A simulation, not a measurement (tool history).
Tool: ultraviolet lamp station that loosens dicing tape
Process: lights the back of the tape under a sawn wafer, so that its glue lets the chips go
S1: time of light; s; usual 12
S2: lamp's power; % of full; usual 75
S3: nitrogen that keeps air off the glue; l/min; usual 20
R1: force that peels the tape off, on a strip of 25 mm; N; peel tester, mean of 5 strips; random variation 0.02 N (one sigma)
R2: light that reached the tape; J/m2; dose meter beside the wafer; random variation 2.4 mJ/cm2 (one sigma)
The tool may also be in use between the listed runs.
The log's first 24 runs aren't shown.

run	hour	S1	S2	S3	R1	R2
25	1151.4	9	79	13	1.814	2100
26	1196.6	20	91	7	0.508	5360
27	1243.3	20	91	7	0.497	5410
28	1281.2	13	93	7	1.076	3530
29	1315.2	11	85	7	1.635	2740
30	1368.3	11	77	17	1.174	2530
31	1414.7	7	80	20	1.996	1660
32	1444	7	80	18	2.104	1640
33	1470.9	7	80	18	2.173	1600
34	1523.3	15	75	20	0.649	3300
35	1563.8	15	75	20	0.632	3280
# hour 1622.9: window cleaned of glue's vapour
36	1626.4	10	75	12	1.788	2200
37	1653.4	8	75	13	2.227	1760
# hour 1690.6: lamp changed
38	1693.1	12	75	11	1.35	2660
39	1726.5	12	75	11	1.339	2600
40	1777	7	75	17	2.327	1590
41	1828.8	15	86	27	0.431	3790
42	1856.7	15	86	27	0.424	3770

3 ways to go on from here, each from the tool as it stands after run 42. What would each give?
A	1891.6	15	86	27	?	?
B	1891.6	19	64	39	?	?
C	1891.6	7	98	18	?	?

run	R1	R2
A	0.421	3780
B	0.414	3580
C	1.597	2010
Without the tool's hidden state the same runs would have given:
run	R1	R2
A	0.42	3780
B	0.414	3580
C	1.595	2010

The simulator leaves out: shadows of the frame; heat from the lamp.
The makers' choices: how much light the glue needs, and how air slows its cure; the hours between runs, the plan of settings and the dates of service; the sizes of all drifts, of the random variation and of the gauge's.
